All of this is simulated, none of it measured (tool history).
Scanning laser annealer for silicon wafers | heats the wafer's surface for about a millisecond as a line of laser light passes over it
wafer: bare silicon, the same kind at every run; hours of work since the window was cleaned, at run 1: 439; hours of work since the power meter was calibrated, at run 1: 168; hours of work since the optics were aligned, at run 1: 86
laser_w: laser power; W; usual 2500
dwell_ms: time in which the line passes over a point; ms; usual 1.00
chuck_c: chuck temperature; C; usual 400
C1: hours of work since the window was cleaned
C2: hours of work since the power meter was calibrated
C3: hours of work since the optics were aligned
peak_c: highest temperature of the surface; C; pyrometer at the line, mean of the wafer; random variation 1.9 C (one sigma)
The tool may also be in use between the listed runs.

{"run": 1, "hour": 0.0, "laser_w": 2500, "dwell_ms": 1.0, "chuck_c": 400, "C1": 439, "C2": 168, "C3": 86, "peak_c": 1196}
{"run": 2, "hour": 12.8, "laser_w": 2500, "dwell_ms": 1.0, "chuck_c": 400, "C1": 448, "C2": 177, "C3": 95, "peak_c": 1192}
{"run": 3, "hour": 23.5, "laser_w": 2500, "dwell_ms": 1.0, "chuck_c": 411, "C1": 456, "C2": 185, "C3": 103, "peak_c": 1207}
{"run": 4, "hour": 34.9, "laser_w": 2500, "dwell_ms": 1.0, "chuck_c": 411, "C1": 465, "C2": 194, "C3": 111, "peak_c": 1205}
{"run": 5, "hour": 46.8, "laser_w": 2439, "dwell_ms": 1.0, "chuck_c": 411, "C1": 474, "C2": 203, "C3": 120, "peak_c": 1177}
{"run": 6, "hour": 59.5, "laser_w": 2500, "dwell_ms": 1.0, "chuck_c": 400, "C1": 483, "C2": 212, "C3": 130, "peak_c": 1192}
{"run": 7, "hour": 66.4, "laser_w": 2500, "dwell_ms": 1.0, "chuck_c": 400, "C1": 488, "C2": 217, "C3": 135, "peak_c": 1187}
{"run": 8, "hour": 81.2, "laser_w": 2500, "dwell_ms": 1.0, "chuck_c": 416, "C1": 499, "C2": 228, "C3": 146, "peak_c": 1209}
{"run": 9, "hour": 94.0, "laser_w": 2500, "dwell_ms": 1.0, "chuck_c": 400, "C1": 509, "C2": 238, "C3": 155, "peak_c": 1188}
{"run": 10, "hour": 110.9, "laser_w": 2500, "dwell_ms": 1.0, "chuck_c": 400, "C1": 521, "C2": 250, "C3": 168, "peak_c": 1188}
{"run": 11, "hour": 118.7, "laser_w": 2500, "dwell_ms": 1.0, "chuck_c": 400, "C1": 527, "C2": 256, "C3": 174, "peak_c": 1184}
{"run": 12, "hour": 126.8, "laser_w": 2500, "dwell_ms": 1.0, "chuck_c": 398, "C1": 533, "C2": 262, "C3": 180, "peak_c": 1182}
{"hour": 129.9, "done": "window over the wafer cleaned"}
{"run": 13, "hour": 139.6, "laser_w": 2516, "dwell_ms": 1.0, "chuck_c": 400, "C1": 7, "C2": 270, "C3": 188, "peak_c": 1173}
{"run": 14, "hour": 146.6, "laser_w": 2500, "dwell_ms": 0.82, "chuck_c": 400, "C1": 12, "C2": 275, "C3": 193, "peak_c": 1101}
{"run": 15, "hour": 159.2, "laser_w": 2500, "dwell_ms": 0.82, "chuck_c": 400, "C1": 22, "C2": 285, "C3": 202, "peak_c": 1093}
{"hour": 170.5, "done": "window over the wafer cleaned, once more"}
{"run": 16, "hour": 174.1, "laser_w": 2500, "dwell_ms": 0.82, "chuck_c": 400, "C1": 3, "C2": 294, "C3": 212, "peak_c": 1145}
{"run": 17, "hour": 187.3, "laser_w": 2500, "dwell_ms": 0.82, "chuck_c": 400, "C1": 12, "C2": 304, "C3": 222, "peak_c": 1149}
{"run": 18, "hour": 200.5, "laser_w": 2500, "dwell_ms": 0.82, "chuck_c": 400, "C1": 22, "C2": 314, "C3": 231, "peak_c": 1148}
{"run": 19, "hour": 215.5, "laser_w": 2500, "dwell_ms": 1.0, "chuck_c": 391, "C1": 33, "C2": 325, "C3": 243, "peak_c": 1211}
{"run": 20, "hour": 227.9, "laser_w": 2500, "dwell_ms": 1.2, "chuck_c": 400, "C1": 43, "C2": 334, "C3": 252, "peak_c": 1287}
{"run": 21, "hour": 240.4, "laser_w": 2253, "dwell_ms": 1.0, "chuck_c": 400, "C1": 52, "C2": 343, "C3": 261, "peak_c": 1119}
{"run": 22, "hour": 251.4, "laser_w": 2253, "dwell_ms": 1.0, "chuck_c": 400, "C1": 60, "C2": 352, "C3": 269, "peak_c": 1113}
{"run": 23, "hour": 259.6, "laser_w": 2500, "dwell_ms": 1.0, "chuck_c": 421, "C1": 66, "C2": 358, "C3": 275, "peak_c": 1236}
{"run": 24, "hour": 273.4, "laser_w": 2634, "dwell_ms": 0.81, "chuck_c": 362, "C1": 76, "C2": 368, "C3": 286, "peak_c": 1150}
{"run": 25, "hour": 286.7, "laser_w": 2558, "dwell_ms": 1.0, "chuck_c": 439, "C1": 86, "C2": 378, "C3": 296, "peak_c": 1274}
{"run": 26, "hour": 303.1, "laser_w": 2573, "dwell_ms": 1.0, "chuck_c": 360, "C1": 99, "C2": 390, "C3": 308, "peak_c": 1198}
{"run": 27, "hour": 318.5, "laser_w": 2573, "dwell_ms": 1.0, "chuck_c": 360, "C1": 110, "C2": 401, "C3": 319, "peak_c": 1204}
{"run": 28, "hour": 326.8, "laser_w": 2573, "dwell_ms": 1.06, "chuck_c": 360, "C1": 116, "C2": 408, "C3": 325, "peak_c": 1225}
{"run": 29, "hour": 334.0, "laser_w": 2563, "dwell_ms": 1.22, "chuck_c": 386, "C1": 121, "C2": 413, "C3": 331, "peak_c": 1303}
{"run": 30, "hour": 346.7, "laser_w": 2138, "dwell_ms": 0.8, "chuck_c": 365, "C1": 131, "C2": 422, "C3": 340, "peak_c": 962}
{"run": 31, "hour": 360.0, "laser_w": 2138, "dwell_ms": 1.0, "chuck_c": 399, "C1": 141, "C2": 432, "C3": 350, "peak_c": 1065}
{"run": 32, "hour": 370.9, "laser_w": 2172, "dwell_ms": 1.0, "chuck_c": 400, "C1": 149, "C2": 440, "C3": 358, "peak_c": 1073}
{"run": 33, "hour": 384.9, "laser_w": 2500, "dwell_ms": 1.04, "chuck_c": 423, "C1": 159, "C2": 451, "C3": 368, "peak_c": 1244}
{"run": 34, "hour": 392.4, "laser_w": 2500, "dwell_ms": 1.04, "chuck_c": 423, "C1": 165, "C2": 456, "C3": 374, "peak_c": 1245}
{"run": 35, "hour": 407.3, "laser_w": 2500, "dwell_ms": 1.04, "chuck_c": 423, "C1": 176, "C2": 467, "C3": 385, "peak_c": 1246}
{"run": 36, "hour": 422.5, "laser_w": 2498, "dwell_ms": 1.19, "chuck_c": 436, "C1": 187, "C2": 479, "C3": 396, "peak_c": 1303}
{"run": 37, "hour": 439.5, "laser_w": 2498, "dwell_ms": 1.19, "chuck_c": 436, "C1": 200, "C2": 491, "C3": 409, "peak_c": 1301}
{"run": 38, "hour": 450.7, "laser_w": 2356, "dwell_ms": 1.07, "chuck_c": 421, "C1": 208, "C2": 500, "C3": 417, "peak_c": 1190}
{"run": 39, "hour": 459.5, "laser_w": 2356, "dwell_ms": 1.07, "chuck_c": 421, "C1": 215, "C2": 506, "C3": 424, "peak_c": 1185}
{"run": 40, "hour": 474.4, "laser_w": 2655, "dwell_ms": 1.17, "chuck_c": 409, "C1": 226, "C2": 517, "C3": 435, "peak_c": 1333}

4 ways to go on from here, each from the tool as it stands after run 40. What would each give?
{"run": "A", "hour": 487.6, "laser_w": 2305, "dwell_ms": 0.82, "chuck_c": 362, "C1": 236, "C2": 527, "C3": 445, "peak_c": "?"}
{"run": "B", "hour": 487.6, "laser_w": 2410, "dwell_ms": 1.09, "chuck_c": 385, "C1": 236, "C2": 527, "C3": 445, "peak_c": "?"}
{"run": "C", "hour": 487.6, "laser_w": 2655, "dwell_ms": 1.21, "chuck_c": 387, "C1": 236, "C2": 527, "C3": 445, "peak_c": "?"}
{"run": "D", "hour": 487.6, "laser_w": 2723, "dwell_ms": 1.0, "chuck_c": 400, "C1": 236, "C2": 527, "C3": 445, "peak_c": "?"}

run=A peak_c=1019
run=B peak_c=1179
run=C peak_c=1322
run=D peak_c=1287
Without the tool's hidden state the same runs would have given:
run=A peak_c=1049
run=B peak_c=1215
run=C peak_c=1365
run=D peak_c=1327
